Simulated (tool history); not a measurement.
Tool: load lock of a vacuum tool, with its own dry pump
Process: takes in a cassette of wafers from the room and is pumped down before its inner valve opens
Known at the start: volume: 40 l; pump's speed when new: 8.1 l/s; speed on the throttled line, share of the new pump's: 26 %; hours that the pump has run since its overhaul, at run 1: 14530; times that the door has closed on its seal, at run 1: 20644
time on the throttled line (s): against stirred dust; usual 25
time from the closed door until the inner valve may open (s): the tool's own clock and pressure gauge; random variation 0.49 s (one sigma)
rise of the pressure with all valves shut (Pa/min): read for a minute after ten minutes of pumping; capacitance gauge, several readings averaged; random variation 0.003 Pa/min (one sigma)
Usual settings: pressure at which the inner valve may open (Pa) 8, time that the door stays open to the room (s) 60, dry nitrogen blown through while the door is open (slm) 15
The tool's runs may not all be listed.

run,hour,time on the throttled line (s),pressure at which the inner valve may open (Pa),time that the door stays open to the room (s),dry nitrogen blown through while the door is open (slm),hours that the pump has run since its overhaul,times that the door has closed on its seal,"incoming humidity of the room's air, %",time from the closed door until the inner valve may open (s),rise of the pressure with all valves shut (Pa/min)
1,0,25,8,60,15,14530,20644,41.7,74.5,0.544
2,315.5,25,8,99,15,14846,21211,40.7,75.8,0.585
# hour 492.5: door's seal changed, seat wiped
3,757.3,25,8,99,15,15286,476,44.2,75.9,0.071
4,1210.9,25,8,99,15,15740,1291,47.6,75.8,0.081
5,1654.2,25,8,60,15,16183,2087,45.1,76.3,0.071
6,2122.9,25,8,60,15,16652,2929,43.5,76.2,0.078
7,2398.1,25,8,60,15,16927,3423,44.8,77.9,0.084
8,2695.4,25,8,46,15,17224,3957,43.7,76.2,0.082
9,3158.5,25,8,60,43,17687,4789,42.9,77.9,0.082
10,3677.8,25,8,60,15,18206,5722,42.7,77.5,0.116
11,3998.2,25,8,60,15,18527,6298,43.4,78.2,0.119
12,4297.3,25,8,60,15,18826,6835,44.7,78,0.132
13,4773.4,25,8,217,22,19302,7691,41.5,79.9,0.175
14,4999.6,25,8,60,43,19528,8097,42.8,78.4,0.137
15,5317.6,46,8,168,15,19846,8668,45,92.1,0.207

Run 16 comes next. What will it give?
16,5544,48,13,165,12,20073,9075,43.9,?,?

Run 16 gave time from the closed door until the inner valve may open (s) 90.7, rise of the pressure with all valves shut (Pa/min) 0.214.
Without the tool's hidden state the same run would have given time from the closed door until the inner valve may open (s) 79.4, rise of the pressure with all valves shut (Pa/min) 0.088.
